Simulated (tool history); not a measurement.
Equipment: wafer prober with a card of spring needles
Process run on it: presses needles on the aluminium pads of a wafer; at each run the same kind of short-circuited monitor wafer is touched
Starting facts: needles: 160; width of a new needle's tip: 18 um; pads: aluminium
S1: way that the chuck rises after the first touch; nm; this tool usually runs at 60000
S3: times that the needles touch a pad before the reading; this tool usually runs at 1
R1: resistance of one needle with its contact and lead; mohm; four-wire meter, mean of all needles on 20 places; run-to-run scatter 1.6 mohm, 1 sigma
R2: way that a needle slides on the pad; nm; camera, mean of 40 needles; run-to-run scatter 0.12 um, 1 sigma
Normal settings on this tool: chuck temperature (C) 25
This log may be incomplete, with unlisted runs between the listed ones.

run 1 hour=0.0 | S1=60000 chuck_temperature_(C)=25 S3=1 | R1=164 R2=13660
-- hour=0.8 tips cleaned on abrasive film
-- hour=3.9 tips cleaned on abrasive film
-- hour=7.0 tips cleaned on abrasive film
-- hour=10.9 tips cleaned on abrasive film
-- hour=14.8 tips cleaned on abrasive film
-- hour=17.9 tips cleaned on abrasive film
-- hour=21.7 tips cleaned on abrasive film
run 2 hour=23.7 | S1=60000 chuck_temperature_(C)=25 S3=1 | R1=162 R2=13740
-- hour=25.3 tips cleaned on abrasive film
-- hour=28.4 tips cleaned on abrasive film
-- hour=32.3 tips cleaned on abrasive film
-- hour=36.1 tips cleaned on abrasive film
-- hour=40.0 tips cleaned on abrasive film
-- hour=43.8 tips cleaned on abrasive film
-- hour=46.9 tips cleaned on abrasive film
-- hour=50.8 tips cleaned on abrasive film
-- hour=54.6 tips cleaned on abrasive film
-- hour=58.5 tips cleaned on abrasive film
-- hour=61.7 tips cleaned on abrasive film
run 3 hour=61.7 | S1=60000 chuck_temperature_(C)=25 S3=1 | R1=162 R2=13610
-- hour=65.6 tips cleaned on abrasive film
-- hour=68.7 tips cleaned on abrasive film
-- hour=72.5 tips cleaned on abrasive film
-- hour=76.4 tips cleaned on abrasive film
-- hour=80.2 tips cleaned on abrasive film
-- hour=83.3 tips cleaned on abrasive film
run 4 hour=83.3 | S1=46000 chuck_temperature_(C)=25 S3=1 | R1=171 R2=10450
-- hour=87.2 tips cleaned on abrasive film
-- hour=90.3 tips cleaned on abrasive film
-- hour=94.1 tips cleaned on abrasive film
-- hour=98.0 tips cleaned on abrasive film
-- hour=101.9 tips cleaned on abrasive film
-- hour=105.0 tips cleaned on abrasive film
run 5 hour=105.7 | S1=46000 chuck_temperature_(C)=25 S3=1 | R1=169 R2=10350
-- hour=108.8 tips cleaned on abrasive film
-- hour=111.9 tips cleaned on abrasive film
-- hour=115.0 tips cleaned on abrasive film
-- hour=118.8 tips cleaned on abrasive film
-- hour=122.7 tips cleaned on abrasive film
-- hour=125.8 tips cleaned on abrasive film
-- hour=129.6 tips cleaned on abrasive film
-- hour=133.5 tips cleaned on abrasive film
-- hour=136.6 tips cleaned on abrasive film
-- hour=139.7 tips cleaned on abrasive film
-- hour=143.5 tips cleaned on abrasive film
-- hour=143.8 height of the first contact set anew
run 6 hour=146.1 | S1=46000 chuck_temperature_(C)=25 S3=1 | R1=171 R2=10580
-- hour=147.0 tips cleaned on abrasive film
-- hour=150.8 tips cleaned on abrasive film
-- hour=154.7 tips cleaned on abrasive film
-- hour=157.8 tips cleaned on abrasive film
-- hour=161.6 tips cleaned on abrasive film
-- hour=164.7 tips cleaned on abrasive film
-- hour=168.6 tips cleaned on abrasive film
-- hour=171.7 tips cleaned on abrasive film
-- hour=183.7 card fitted with new needles
-- hour=187.5 tips cleaned on abrasive film
-- hour=191.4 tips cleaned on abrasive film
-- hour=194.5 tips cleaned on abrasive film
-- hour=198.3 tips cleaned on abrasive film
-- hour=201.4 tips cleaned on abrasive film
run 7 hour=204.4 | S1=46000 chuck_temperature_(C)=25 S3=1 | R1=167 R2=10440
-- hour=205.3 tips cleaned on abrasive film
-- hour=208.4 tips cleaned on abrasive film
-- hour=212.2 tips cleaned on abrasive film
-- hour=215.3 tips cleaned on abrasive film
-- hour=219.2 tips cleaned on abrasive film
-- hour=223.0 tips cleaned on abrasive film
-- hour=226.9 tips cleaned on abrasive film
-- hour=230.0 tips cleaned on abrasive film
-- hour=233.8 tips cleaned on abrasive film
-- hour=237.7 tips cleaned on abrasive film
run 8 hour=238.7 | S1=60000 chuck_temperature_(C)=25 S3=1 | R1=161 R2=13510
-- hour=241.1 tips cleaned on abrasive film
-- hour=244.9 tips cleaned on abrasive film
-- hour=248.8 tips cleaned on abrasive film
-- hour=251.9 tips cleaned on abrasive film
-- hour=255.7 tips cleaned on abrasive film
-- hour=259.6 tips cleaned on abrasive film
run 9 hour=261.5 | S1=60000 chuck_temperature_(C)=25 S3=1 | R1=163 R2=13650
-- hour=263.1 tips cleaned on abrasive film
-- hour=266.2 tips cleaned on abrasive film
-- hour=270.1 tips cleaned on abrasive film
-- hour=273.9 tips cleaned on abrasive film
-- hour=277.8 tips cleaned on abrasive film
-- hour=281.6 tips cleaned on abrasive film
-- hour=284.7 tips cleaned on abrasive film
-- hour=288.6 tips cleaned on abrasive film
-- hour=291.7 tips cleaned on abrasive film
-- hour=295.5 tips cleaned on abrasive film
-- hour=298.6 tips cleaned on abrasive film
run 10 hour=299.1 | S1=53000 chuck_temperature_(C)=70 S3=1 | R1=173 R2=12020
-- hour=302.2 tips cleaned on abrasive film
-- hour=305.3 tips cleaned on abrasive film
-- hour=309.2 tips cleaned on abrasive film
-- hour=313.0 tips cleaned on abrasive film
-- hour=316.1 tips cleaned on abrasive film
-- hour=319.2 tips cleaned on abrasive film
run 11 hour=322.1 | S1=65000 chuck_temperature_(C)=65 S3=2 | R1=170 R2=14730
-- hour=322.9 tips cleaned on abrasive film
-- hour=326.8 tips cleaned on abrasive film
-- hour=330.6 tips cleaned on abrasive film
-- hour=334.5 tips cleaned on abrasive film
-- hour=338.3 tips cleaned on abrasive film
-- hour=341.4 tips cleaned on abrasive film
-- hour=345.3 tips cleaned on abrasive film
-- hour=349.1 tips cleaned on abrasive film
-- hour=353.0 tips cleaned on abrasive film
-- hour=356.8 tips cleaned on abrasive film
-- hour=359.9 tips cleaned on abrasive film
-- hour=363.0 tips cleaned on abrasive film
-- hour=366.9 tips cleaned on abrasive film
run 12 hour=369.1 | S1=60000 chuck_temperature_(C)=25 S3=2 | R1=163 R2=13600
-- hour=370.7 tips cleaned on abrasive film
-- hour=373.8 tips cleaned on abrasive film
-- hour=377.6 tips cleaned on abrasive film
-- hour=381.5 tips cleaned on abrasive film
-- hour=384.6 tips cleaned on abrasive film
-- hour=388.5 tips cleaned on abrasive film
-- hour=392.3 tips cleaned on abrasive film
-- hour=395.4 tips cleaned on abrasive film
-- hour=399.3 tips cleaned on abrasive film
-- hour=402.4 tips cleaned on abrasive film
run 13 hour=404.2 | S1=60000 chuck_temperature_(C)=73 S3=1 | R1=174 R2=13240
-- hour=405.8 tips cleaned on abrasive film
-- hour=409.7 tips cleaned on abrasive film
-- hour=412.8 tips cleaned on abrasive film
-- hour=416.6 tips cleaned on abrasive film
-- hour=419.7 tips cleaned on abrasive film
-- hour=422.8 tips cleaned on abrasive film
-- hour=426.7 tips cleaned on abrasive film
-- hour=429.8 tips cleaned on abrasive film
-- hour=433.6 tips cleaned on abrasive film
-- hour=436.7 tips cleaned on abrasive film
run 14 hour=438.0 | S1=57000 chuck_temperature_(C)=114 S3=2 | R1=182 R2=13230
-- hour=440.3 tips cleaned on abrasive film
-- hour=443.4 tips cleaned on abrasive film
-- hour=447.3 tips cleaned on abrasive film
-- hour=451.1 tips cleaned on abrasive film
-- hour=455.0 tips cleaned on abrasive film
-- hour=458.9 tips cleaned on abrasive film
-- hour=462.7 tips cleaned on abrasive film
-- hour=466.6 tips cleaned on abrasive film
run 15 hour=466.9 | S1=60000 chuck_temperature_(C)=66 S3=1 | R1=170 R2=13680
-- hour=470.0 tips cleaned on abrasive film
-- hour=473.1 tips cleaned on abrasive film
-- hour=477.0 tips cleaned on abrasive film
-- hour=480.8 tips cleaned on abrasive film
-- hour=484.7 tips cleaned on abrasive film
-- hour=488.5 tips cleaned on abrasive film
-- hour=492.4 tips cleaned on abrasive film
-- hour=496.2 tips cleaned on abrasive film
-- hour=500.1 tips cleaned on abrasive film
-- hour=503.9 tips cleaned on abrasive film
-- hour=507.8 tips cleaned on abrasive film
-- hour=509.6 height of the first contact set anew
run 16 hour=510.1 | S1=60000 chuck_temperature_(C)=71 S3=2 | R1=173 R2=13580
-- hour=511.7 tips cleaned on abrasive film
-- hour=514.8 tips cleaned on abrasive film
-- hour=518.6 tips cleaned on abrasive film
-- hour=522.5 tips cleaned on abrasive film
-- hour=525.6 tips cleaned on abrasive film
-- hour=529.4 tips cleaned on abrasive film
-- hour=533.3 tips cleaned on abrasive film
-- hour=537.1 tips cleaned on abrasive film
-- hour=541.0 tips cleaned on abrasive film
run 17 hour=542.7 | S1=60000 chuck_temperature_(C)=71 S3=2 | R1=175 R2=13700
-- hour=544.3 tips cleaned on abrasive film
-- hour=548.2 tips cleaned on abrasive film
-- hour=552.0 tips cleaned on abrasive film
-- hour=555.9 tips cleaned on abrasive film
-- hour=559.8 tips cleaned on abrasive film
-- hour=563.6 tips cleaned on abrasive film
run 18 hour=565.4 | S1=60000 chuck_temperature_(C)=71 S3=2 | R1=175 R2=13540

Branching from run 18: 4 alternative next runs. What would each branch give?
-- hour=567.0 tips cleaned on abrasive film
-- hour=570.9 tips cleaned on abrasive film
-- hour=574.0 tips cleaned on abrasive film
-- hour=577.8 tips cleaned on abrasive film
-- hour=581.7 tips cleaned on abrasive film
-- hour=585.5 tips cleaned on abrasive film
-- hour=589.4 tips cleaned on abrasive film
-- hour=592.5 tips cleaned on abrasive film
-- hour=595.6 tips cleaned on abrasive film
-- hour=599.5 tips cleaned on abrasive film
-- hour=603.3 tips cleaned on abrasive film
-- hour=606.4 tips cleaned on abrasive film
run A hour=609.4 | S1=71000 chuck_temperature_(C)=71 S3=2 | R1=? R2=?
-- hour=567.0 tips cleaned on abrasive film
-- hour=570.9 tips cleaned on abrasive film
-- hour=574.0 tips cleaned on abrasive film
-- hour=577.8 tips cleaned on abrasive film
-- hour=581.7 tips cleaned on abrasive film
-- hour=585.5 tips cleaned on abrasive film
-- hour=589.4 tips cleaned on abrasive film
-- hour=592.5 tips cleaned on abrasive film
-- hour=595.6 tips cleaned on abrasive film
-- hour=599.5 tips cleaned on abrasive film
-- hour=603.3 tips cleaned on abrasive film
-- hour=606.4 tips cleaned on abrasive film
run B hour=609.4 | S1=70000 chuck_temperature_(C)=47 S3=1 | R1=? R2=?
-- hour=567.0 tips cleaned on abrasive film
-- hour=570.9 tips cleaned on abrasive film
-- hour=574.0 tips cleaned on abrasive film
-- hour=577.8 tips cleaned on abrasive film
-- hour=581.7 tips cleaned on abrasive film
-- hour=585.5 tips cleaned on abrasive film
-- hour=589.4 tips cleaned on abrasive film
-- hour=592.5 tips cleaned on abrasive film
-- hour=595.6 tips cleaned on abrasive film
-- hour=599.5 tips cleaned on abrasive film
-- hour=603.3 tips cleaned on abrasive film
-- hour=606.4 tips cleaned on abrasive film
run C hour=609.4 | S1=73000 chuck_temperature_(C)=57 S3=1 | R1=? R2=?
-- hour=567.0 tips cleaned on abrasive film
-- hour=570.9 tips cleaned on abrasive film
-- hour=574.0 tips cleaned on abrasive film
-- hour=577.8 tips cleaned on abrasive film
-- hour=581.7 tips cleaned on abrasive film
-- hour=585.5 tips cleaned on abrasive film
-- hour=589.4 tips cleaned on abrasive film
-- hour=592.5 tips cleaned on abrasive film
-- hour=595.6 tips cleaned on abrasive film
-- hour=599.5 tips cleaned on abrasive film
-- hour=603.3 tips cleaned on abrasive film
-- hour=606.4 tips cleaned on abrasive film
run D hour=609.4 | S1=43000 chuck_temperature_(C)=26 S3=1 | R1=? R2=?

run=A R1=171 R2=16010
run=B R1=168 R2=16140
run=C R1=166 R2=16420
run=D R1=170 R2=9750
With the hidden condition removed and each run's random variation left untouched, the same runs would have given:
run=A R1=171 R2=16020
run=B R1=168 R2=16150
run=C R1=166 R2=16420
run=D R1=170 R2=9750
